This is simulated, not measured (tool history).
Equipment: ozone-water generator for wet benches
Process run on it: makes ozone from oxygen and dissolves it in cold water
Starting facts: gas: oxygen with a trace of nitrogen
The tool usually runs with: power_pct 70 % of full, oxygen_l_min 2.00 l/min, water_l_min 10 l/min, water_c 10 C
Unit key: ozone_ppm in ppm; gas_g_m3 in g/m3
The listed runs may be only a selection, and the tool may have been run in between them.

| run | hour | power_pct | oxygen_l_min | water_l_min | water_c | ozone_ppm | gas_g_m3 |
|---|---|---|---|---|---|---|---|
| 1 | 0.0 | 70 | 2.00 | 10 | 10 | 14.3 | 161.8 |
| 2 | 46.5 | 70 | 2.00 | 10 | 10 | 14.4 | 161.3 |
| 3 | 101.3 | 70 | 2.00 | 10 | 10 | 14.5 | 160.6 |
| 4 | 137.4 | 70 | 2.00 | 10 | 10 | 14.5 | 162.0 |
| 5 | 181.5 | 70 | 2.00 | 12 | 10 | 11.9 | 162.1 |
| 6 | 244.5 | 70 | 2.00 | 12 | 10 | 11.7 | 162.1 |
| 7 | 311.7 | 70 | 2.00 | 10 | 5 | 15.0 | 161.5 |
| 8 | 368.0 | 70 | 2.00 | 10 | 14 | 13.8 | 162.8 |
| 9 | 407.4 | 70 | 2.00 | 13 | 10 | 10.8 | 161.4 |
| 10 | 453.8 | 70 | 2.00 | 13 | 10 | 10.7 | 159.9 |
| 11 | 491.1 | 70 | 2.00 | 10 | 10 | 14.2 | 162.6 |
| 12 | 521.2 | 70 | 2.00 | 10 | 8 | 14.6 | 160.6 |
| 13 | 550.4 | 70 | 2.00 | 10 | 10 | 14.1 | 161.6 |
| 14 | 598.6 | 70 | 1.62 | 10 | 10 | 14.0 | 183.0 |
| 15 | 635.0 | 70 | 1.62 | 10 | 10 | 14.0 | 183.0 |
| 16 | 675.9 | 70 | 1.62 | 7 | 10 | 19.9 | 181.5 |
| 17 | 735.6 | 70 | 1.62 | 7 | 10 | 20.1 | 182.5 |
| 18 | 765.2 | 44 | 2.00 | 10 | 8 | 9.6 | 106.0 |
| 19 | 815.4 | 44 | 2.00 | 10 | 8 | 9.6 | 105.1 |
| 20 | 882.9 | 44 | 2.34 | 11 | 9 | 8.7 | 96.8 |
| 21 | 944.6 | 70 | 2.36 | 7 | 10 | 20.2 | 147.2 |
| 22 | 994.9 | 47 | 2.00 | 10 | 10 | 10.0 | 114.2 |
| 23 | 1047.3 | 47 | 2.00 | 10 | 10 | 9.9 | 112.6 |
| 24 | 1079.7 | 87 | 2.40 | 10 | 10 | 17.7 | 178.4 |
| 25 | 1144.0 | 70 | 2.00 | 9 | 12 | 15.6 | 162.7 |
| 26 | 1198.1 | 70 | 2.00 | 9 | 12 | 15.6 | 161.2 |
| 27 | 1229.8 | 65 | 1.28 | 7 | 6 | 19.2 | 197.3 |
| 28 | 1258.6 | 46 | 1.28 | 10 | 6 | 9.6 | 142.2 |
| 29 | 1301.9 | 79 | 1.28 | 10 | 17 | 14.4 | 233.9 |
| 30 | 1355.2 | 79 | 1.28 | 10 | 17 | 14.1 | 234.8 |
| 31 | 1416.5 | 70 | 2.00 | 10 | 11 | 14.0 | 161.3 |
| 32 | 1481.9 | 70 | 2.00 | 10 | 11 | 14.1 | 160.7 |
| 33 | 1522.6 | 70 | 2.34 | 14 | 17 | 9.5 | 147.3 |

Here are 4 independent what-if runs from the current tool condition. What would each one return?
| A | 1566.8 | 65 | 2.34 | 8 | 17 | ? | ? |
| B | 1566.8 | 51 | 2.34 | 9 | 17 | ? | ? |
| C | 1566.8 | 51 | 2.00 | 10 | 10 | ? | ? |
| D | 1566.8 | 42 | 2.00 | 10 | 10 | ? | ? |

| run | ozone_ppm | gas_g_m3 |
|---|---|---|
| A | 15.0 | 137.8 |
| B | 11.0 | 112.0 |
| C | 10.9 | 122.5 |
| D | 9.0 | 102.2 |
Without the tool's unlogged condition, the same runs would have read:
| run | ozone_ppm | gas_g_m3 |
|---|---|---|
| A | 15.0 | 137.8 |
| B | 11.0 | 112.0 |
| C | 10.9 | 122.6 |
| D | 9.0 | 102.2 |
